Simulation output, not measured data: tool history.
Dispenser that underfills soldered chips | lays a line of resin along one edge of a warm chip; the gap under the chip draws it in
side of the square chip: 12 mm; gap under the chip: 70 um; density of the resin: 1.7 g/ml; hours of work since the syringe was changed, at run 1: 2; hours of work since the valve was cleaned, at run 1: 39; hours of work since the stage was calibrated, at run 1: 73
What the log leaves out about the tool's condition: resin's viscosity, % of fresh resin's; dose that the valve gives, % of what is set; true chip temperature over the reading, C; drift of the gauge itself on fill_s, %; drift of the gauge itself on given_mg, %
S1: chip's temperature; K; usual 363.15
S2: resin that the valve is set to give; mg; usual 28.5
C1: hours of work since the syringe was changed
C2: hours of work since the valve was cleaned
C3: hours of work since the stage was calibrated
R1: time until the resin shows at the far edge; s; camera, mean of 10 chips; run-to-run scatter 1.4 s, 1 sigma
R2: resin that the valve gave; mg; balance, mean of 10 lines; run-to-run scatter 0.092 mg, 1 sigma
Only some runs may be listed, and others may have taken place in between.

| run | hour | S1 | S2 | C1 | C2 | C3 | R1 | R2 |
|---|---|---|---|---|---|---|---|---|
| 1 | 0 | 363.15 | 28.5 | 2 | 39 | 73 | 156.7 | 28.03 |
| 2 | 3.3 | 363.15 | 28.5 | 4 | 42 | 75 | 167.9 | 28.16 |
|  | 6.2 | new syringe of resin |
| 3 | 10.1 | 354.15 | 28.5 | 3 | 47 | 80 | 221 | 28.08 |
|  | 15 | new syringe of resin |
| 4 | 15.9 | 354.15 | 28.5 | 1 | 51 | 84 | 200.5 | 27.79 |
| 5 | 20 | 354.15 | 28.5 | 4 | 54 | 87 | 232.1 | 27.95 |
|  | 23.9 | new syringe of resin |
| 6 | 25 | 363.15 | 26.5 | 1 | 57 | 90 | 148.1 | 25.82 |
| 7 | 31.4 | 363.15 | 26.5 | 6 | 62 | 95 | 187.6 | 25.86 |
|  | 32.9 | new syringe of resin |
| 8 | 37 | 363.15 | 26.5 | 3 | 66 | 99 | 166 | 25.7 |
|  | 41.8 | new syringe of resin |
| 9 | 44 | 377.15 | 26.5 | 2 | 71 | 104 | 94.8 | 25.53 |
| 10 | 48.2 | 377.15 | 26.5 | 5 | 74 | 107 | 111.2 | 25.67 |
|  | 50.9 | new syringe of resin |
| 11 | 52.5 | 377.15 | 26.5 | 1 | 77 | 110 | 94 | 25.62 |
| 12 | 58.6 | 377.15 | 26.5 | 6 | 81 | 114 | 116.4 | 25.53 |
|  | 60 | new syringe of resin |
| 13 | 64.1 | 363.15 | 28.5 | 3 | 85 | 118 | 167.6 | 27.48 |
|  | 69 | new syringe of resin |
| 14 | 69.1 | 363.15 | 28.5 | 0 | 88 | 122 | 143.7 | 27.58 |
| 15 | 72.7 | 367.15 | 28.5 | 3 | 91 | 124 | 142.3 | 27.59 |
|  | 78.1 | new syringe of resin |
| 16 | 79.7 | 363.15 | 28.5 | 1 | 96 | 129 | 149.3 | 27.28 |
| 17 | 84.2 | 363.15 | 28.5 | 4 | 99 | 133 | 177.6 | 27.22 |
|  | 87.1 | new syringe of resin |
| 18 | 90.8 | 363.15 | 28.5 | 3 | 104 | 137 | 164.7 | 27.28 |
|  | 95.9 | new syringe of resin |
| 19 | 95.9 | 348.15 | 24.9 | 0 | 108 | 141 | 259.1 | 23.82 |
| 20 | 99.4 | 372.15 | 25.8 | 3 | 110 | 143 | 120.9 | 24.48 |
| 21 | 104.1 | 349.15 | 26.8 | 6 | 114 | 147 | 325.3 | 25.43 |
|  | 104.8 | new syringe of resin |
| 22 | 108.2 | 354.15 | 24.5 | 2 | 116 | 150 | 230.9 | 23.27 |
|  | 113.8 | new syringe of resin |
| 23 | 114.7 | 363.15 | 28.1 | 1 | 121 | 154 | 148.3 | 26.64 |
| 24 | 121.6 | 363.15 | 29.4 | 6 | 126 | 159 | 187.6 | 27.98 |
|  | 122.6 | new syringe of resin |
| 25 | 128.5 | 360.15 | 28.5 | 4 | 131 | 164 | 199 | 27.08 |
|  | 131.6 | new syringe of resin |
| 26 | 132.5 | 364.15 | 24.5 | 1 | 134 | 167 | 148.8 | 23.21 |
|  | 134 | dispensing valve cleaned and set on the balance |
| 27 | 139.5 | 352.15 | 26 | 5 | 4 | 171 | 282.6 | 25.98 |
|  | 141.9 | new syringe of resin |
| 28 | 143.6 | 360.15 | 32.4 | 1 | 7 | 174 | 169.3 | 32.27 |
| 29 | 147.8 | 353.15 | 31.9 | 4 | 10 | 177 | 256.2 | 31.77 |
|  | 150.9 | new syringe of resin |
| 30 | 153.7 | 353.15 | 31.9 | 2 | 14 | 181 | 228.4 | 31.72 |
| 31 | 156.7 | 363.15 | 34.6 | 4 | 16 | 184 | 172.8 | 34.28 |
|  | 159.7 | new syringe of resin |
| 32 | 159.9 | 355.15 | 28.2 | 0 | 18 | 186 | 196.3 | 27.94 |
| 33 | 164.8 | 355.15 | 28.2 | 4 | 22 | 189 | 233.3 | 27.84 |
|  | 168.6 | new syringe of resin |
| 34 | 169.2 | 355.15 | 28.2 | 0 | 25 | 192 | 198.9 | 27.89 |
| 35 | 173.1 | 378.15 | 32.5 | 3 | 28 | 195 | 98.1 | 32.14 |

Difference, measured minus no-hidden-state, one row per run. Run-to-run variation is common to both terms; the gauge's own scatter need not be:
| run | R1 | R2 |
|---|---|---|
| 1 | +13 | -0.48 |
| 2 | +30.8 | -0.51 |
| 3 | +26.7 | -0.57 |
| 4 | +6.4 | -0.62 |
| 5 | +38.1 | -0.65 |
| 6 | +6.8 | -0.64 |
| 7 | +45 | -0.69 |
| 8 | +23.4 | -0.73 |
| 9 | +8.1 | -0.78 |
| 10 | +23.7 | -0.82 |
| 11 | +6.4 | -0.86 |
| 12 | +29 | -0.91 |
| 13 | +26.7 | -1.02 |
| 14 | +2.8 | -1.06 |
| 15 | +19.4 | -1.1 |
| 16 | +11.1 | -1.14 |
| 17 | +37.4 | -1.18 |
| 18 | +25.6 | -1.24 |
| 19 | +7.2 | -1.11 |
| 20 | +16.7 | -1.18 |
| 21 | +88.3 | -1.27 |
| 22 | +31 | -1.19 |
| 23 | +5.6 | -1.42 |
| 24 | +46 | -1.56 |
| 25 | +42 | -1.56 |
| 26 | +11.7 | -1.38 |
| 27 | +69.7 | -0.09 |
| 28 | +13.5 | -0.15 |
| 29 | +53 | -0.18 |
| 30 | +26.4 | -0.23 |
| 31 | +35 | -0.28 |
| 32 | +5.5 | -0.26 |
| 33 | +42.6 | -0.3 |
| 34 | +9.2 | -0.33 |
| 35 | +16.6 | -0.42 |
